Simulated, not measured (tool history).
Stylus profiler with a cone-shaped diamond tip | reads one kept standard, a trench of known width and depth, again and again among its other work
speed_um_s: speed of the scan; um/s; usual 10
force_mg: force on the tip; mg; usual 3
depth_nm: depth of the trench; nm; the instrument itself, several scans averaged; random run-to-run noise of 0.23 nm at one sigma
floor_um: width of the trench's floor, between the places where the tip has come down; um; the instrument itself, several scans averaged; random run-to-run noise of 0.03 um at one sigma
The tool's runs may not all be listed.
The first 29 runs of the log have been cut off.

run    hour  speed_um_s  force_mg  scans with this tip  hours of work since the height scale was calibrated  depth_nm  floor_um
 30     974          11       1.4                12566                                                  596   1008.35     45.95
 31   996.5           4      1.24                12711                                                  612   1007.45        46
 32  1023.3           4      1.24                12883                                                  632   1007.69     45.95
 33    1048           4      1.35                13041                                                  649   1008.08     45.99
 34  1069.1           4      1.35                13177                                                  665   1008.35     45.99
 35  1098.1           2      1.43                13364                                                  686    1008.4     45.98
 36  1133.4           2      1.43                13590                                                  712    1008.5     46.01
 37  1177.8          10      2.06                13875                                                  744   1010.55     46.02
 38  1207.7           3      1.12                14067                                                  766   1007.42     46.01
 39  1234.9          17      2.66                14242                                                  786    1012.9     45.97
 40  1275.7           7      1.07                14504                                                  815   1007.17     45.89
     1296.6  -- height scale calibrated on a step standard
 41  1301.2          17      7.21                14664                                                    3   1025.29     45.97
 42  1339.2          17      7.21                14908                                                   31   1024.61     45.88
 43  1371.6          17      7.21                15116                                                   55   1024.57     45.96
 44  1405.8          10       4.2                15335                                                   79    1017.3     45.96
 45  1429.4           6      8.57                15487                                                   97   1027.49     46.01

Alternative continuations, all from the tool just after run 45; predict every row:
  A  1468.2           6      5.69                15736                                                  125         ?         ?
  B  1468.2           9      1.85                15736                                                  125         ?         ?
  C  1468.2          11         3                15736                                                  125         ?         ?
  D  1468.2           2      5.73                15736                                                  125         ?         ?

run  depth_nm  floor_um
  A   1021.18     45.93
  B   1009.55     45.91
  C   1013.56     45.99
  D   1021.14     45.93
With the hidden condition removed and each run's random variation left untouched, the same runs would have given:
run  depth_nm  floor_um
  A   1021.17     45.94
  B   1009.55     45.93
  C   1013.55     46.01
  D   1021.14     45.95
